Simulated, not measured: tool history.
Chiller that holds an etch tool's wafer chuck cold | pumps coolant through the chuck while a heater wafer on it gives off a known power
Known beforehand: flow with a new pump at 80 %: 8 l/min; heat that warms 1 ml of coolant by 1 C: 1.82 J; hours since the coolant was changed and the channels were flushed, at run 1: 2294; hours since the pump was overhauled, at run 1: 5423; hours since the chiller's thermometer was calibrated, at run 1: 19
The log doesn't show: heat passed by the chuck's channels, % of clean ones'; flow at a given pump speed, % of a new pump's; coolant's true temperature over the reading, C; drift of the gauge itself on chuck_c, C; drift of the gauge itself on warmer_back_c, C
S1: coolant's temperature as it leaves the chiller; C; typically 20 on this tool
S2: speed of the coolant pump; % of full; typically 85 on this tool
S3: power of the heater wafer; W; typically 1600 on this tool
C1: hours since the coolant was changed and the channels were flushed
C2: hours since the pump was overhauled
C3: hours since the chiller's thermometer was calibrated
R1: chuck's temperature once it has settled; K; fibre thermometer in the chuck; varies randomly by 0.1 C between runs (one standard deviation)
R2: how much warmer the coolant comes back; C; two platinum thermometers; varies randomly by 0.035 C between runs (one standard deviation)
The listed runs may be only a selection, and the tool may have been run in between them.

run 1 hour=0.0 | S1=20 S2=85 S3=1600 | C1=2294 C2=5423 C3=19 | R1=309.25 R2=6.41
run 2 hour=173.2 | S1=20 S2=85 S3=1600 | C1=2467 C2=5597 C3=192 | R1=309.55 R2=6.38
run 3 hour=273.8 | S1=20 S2=61 S3=1600 | C1=2568 C2=5697 C3=293 | R1=314.65 R2=9.29
run 4 hour=415.1 | S1=20 S2=61 S3=1600 | C1=2709 C2=5839 C3=434 | R1=314.75 R2=9.22
run 5 hour=586.2 | S1=20 S2=61 S3=1600 | C1=2880 C2=6010 C3=605 | R1=314.85 R2=9.18
run 6 hour=747.6 | S1=20 S2=61 S3=1600 | C1=3042 C2=6171 C3=767 | R1=314.65 R2=9.28
run 7 hour=873.7 | S1=20 S2=61 S3=1600 | C1=3168 C2=6297 C3=893 | R1=314.95 R2=9.18
run 8 hour=993.2 | S1=20 S2=61 S3=1600 | C1=3287 C2=6417 C3=1012 | R1=314.95 R2=9.24
run 9 hour=1158.5 | S1=20 S2=92 S3=1600 | C1=3453 C2=6582 C3=1177 | R1=308.65 R2=5.91
run 10 hour=1322.8 | S1=20 S2=92 S3=1600 | C1=3617 C2=6746 C3=1342 | R1=308.65 R2=5.92
run 11 hour=1462.8 | S1=20 S2=92 S3=1600 | C1=3757 C2=6886 C3=1482 | R1=308.75 R2=5.90
run 12 hour=1616.2 | S1=20 S2=92 S3=1600 | C1=3910 C2=7040 C3=1635 | R1=309.05 R2=5.89
run 13 hour=1744.3 | S1=20 S2=60 S3=1600 | C1=4039 C2=7168 C3=1763 | R1=315.65 R2=9.47
run 14 hour=1862.2 | S1=20 S2=85 S3=1600 | C1=4156 C2=7286 C3=1881 | R1=309.95 R2=6.42
run 15 hour=2007.0 | S1=20 S2=85 S3=1600 | C1=4301 C2=7430 C3=2026 | R1=309.95 R2=6.44
run 16 hour=2100.9 | S1=20 S2=85 S3=1600 | C1=4395 C2=7524 C3=2120 | R1=309.95 R2=6.48
run 17 hour=2292.4 | S1=20 S2=85 S3=1600 | C1=4587 C2=7716 C3=2311 | R1=310.15 R2=6.47
run 18 hour=2426.1 | S1=10 S2=83 S3=1962 | C1=4720 C2=7850 C3=2445 | R1=304.15 R2=8.21
run 19 hour=2591.4 | S1=10 S2=83 S3=1962 | C1=4886 C2=8015 C3=2610 | R1=304.25 R2=8.14
run 20 hour=2719.1 | S1=10 S2=79 S3=1962 | C1=5013 C2=8143 C3=2738 | R1=305.25 R2=8.64
run 21 hour=2873.0 | S1=10 S2=75 S3=2389 | C1=5167 C2=8297 C3=2892 | R1=311.35 R2=11.11
run 22 hour=2970.4 | S1=16 S2=82 S3=1380 | C1=5265 C2=8394 C3=2989 | R1=304.25 R2=5.83
run 23 hour=3168.5 | S1=11 S2=61 S3=1380 | C1=5463 C2=8592 C3=3187 | R1=303.45 R2=8.11
run 24 hour=3274.4 | S1=26 S2=66 S3=882 | C1=5569 C2=8698 C3=3293 | R1=310.65 R2=4.73
run 25 hour=3390.6 | S1=26 S2=95 S3=882 | C1=5685 C2=8814 C3=3410 | R1=307.65 R2=3.20
run 26 hour=3559.6 | S1=12 S2=95 S3=2279 | C1=5854 C2=8983 C3=3579 | R1=307.35 R2=8.19
run 27 hour=3694.0 | S1=25 S2=78 S3=951 | C1=5988 C2=9118 C3=3713 | R1=309.05 R2=4.22
run 28 hour=3797.7 | S1=27 S2=97 S3=1600 | C1=6092 C2=9221 C3=3817 | R1=315.45 R2=5.69
run 29 hour=3966.4 | S1=25 S2=97 S3=1312 | C1=6261 C2=9390 C3=3985 | R1=310.75 R2=4.66
run 30 hour=4092.7 | S1=15 S2=60 S3=1609 | C1=6387 C2=9516 C3=4112 | R1=311.45 R2=9.64
run 31 hour=4213.2 | S1=13 S2=93 S3=1726 | C1=6507 C2=9637 C3=4232 | R1=303.35 R2=6.41

Forecast each of these 5 alternatives for the next run:
run A hour=4309.6 | S1=13 S2=93 S3=1217 | C1=6604 C2=9733 C3=4329 | R1=? R2=?
run B hour=4309.6 | S1=16 S2=77 S3=1726 | C1=6604 C2=9733 C3=4329 | R1=? R2=?
run C hour=4309.6 | S1=13 S2=80 S3=1726 | C1=6604 C2=9733 C3=4329 | R1=? R2=?
run D hour=4309.6 | S1=25 S2=85 S3=1807 | C1=6604 C2=9733 C3=4329 | R1=? R2=?
run E hour=4309.6 | S1=14 S2=99 S3=853 | C1=6604 C2=9733 C3=4329 | R1=? R2=?

run=A R1=298.35 R2=4.54
run=B R1=309.35 R2=7.85
run=C R1=305.95 R2=7.55
run=D R1=317.75 R2=7.37
run=E R1=295.25 R2=3.03
Stripped of hidden state, with their random variation kept, the same runs would have yielded:
run=A R1=296.85 R2=4.27
run=B R1=306.85 R2=7.38
run=C R1=303.55 R2=7.10
run=D R1=315.35 R2=6.93
run=E R1=294.35 R2=2.85

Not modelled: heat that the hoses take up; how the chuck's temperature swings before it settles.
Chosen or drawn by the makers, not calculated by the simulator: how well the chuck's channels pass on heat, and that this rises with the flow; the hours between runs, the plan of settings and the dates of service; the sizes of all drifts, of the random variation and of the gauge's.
